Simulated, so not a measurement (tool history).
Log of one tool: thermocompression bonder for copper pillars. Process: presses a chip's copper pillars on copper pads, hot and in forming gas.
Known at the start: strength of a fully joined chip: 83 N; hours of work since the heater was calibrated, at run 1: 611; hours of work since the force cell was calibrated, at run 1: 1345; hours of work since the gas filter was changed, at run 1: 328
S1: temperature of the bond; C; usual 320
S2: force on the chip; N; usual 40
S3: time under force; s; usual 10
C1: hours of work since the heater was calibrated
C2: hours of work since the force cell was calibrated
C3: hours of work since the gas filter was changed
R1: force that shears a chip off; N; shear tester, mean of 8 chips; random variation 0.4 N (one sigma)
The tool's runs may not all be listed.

run,hour,S1,S2,S3,C1,C2,C3,R1
1,0.0,320,40,10,611,1345,328,48.5
2,39.9,320,40,10,634,1368,351,47.9
# hour 49.4: forming gas filter changed
3,72.1,320,40,10,652,1387,13,53.5
4,101.6,320,40,5,669,1404,30,42.8
5,155.3,320,56,5,700,1435,61,58.3
6,215.6,320,40,10,735,1469,96,53.4
7,279.0,320,36,10,771,1506,132,48.1
8,308.1,320,36,10,788,1523,149,48.4
9,343.4,320,36,10,808,1543,169,48.6
10,412.0,320,36,10,848,1582,209,47.8
11,446.8,320,36,10,868,1603,229,48.0
12,484.9,320,36,10,890,1625,251,47.8
# hour 520.2: force cell calibrated
13,555.8,320,36,10,930,21,291,45.0
14,622.0,320,36,10,968,59,329,45.1
# hour 669.6: forming gas filter changed
15,676.8,292,40,10,999,90,4,39.5
16,714.0,320,40,10,1021,111,26,53.5
17,764.7,319,40,10,1050,141,55,53.4
18,834.5,319,40,10,1090,181,95,53.6
19,902.5,319,40,10,1129,220,134,53.3
20,946.2,319,40,10,1155,245,159,53.1
# hour 953.5: heater calibrated with a thermocouple chip
21,998.8,317,40,21,26,274,189,55.0
22,1047.8,318,28,21,54,303,217,41.2
23,1077.9,318,28,21,72,320,234,40.3
24,1120.3,348,29,6,96,344,259,38.5
25,1186.1,337,40,6,134,382,296,46.1
26,1232.9,337,40,6,161,409,323,46.4
# hour 1289.2: forming gas filter changed
27,1301.4,300,40,9,200,449,7,37.1
28,1357.9,300,40,9,233,481,40,37.1
29,1397.0,300,37,11,255,504,62,36.8
30,1460.9,300,35,28,292,540,99,47.8
31,1509.4,300,35,10,320,568,127,33.5

Forecast run 32:
32,1564.6,317,40,16,352,600,159,?

R1: 54.1 N
Without the tool's hidden state the same run would have given R1 53.4 N.
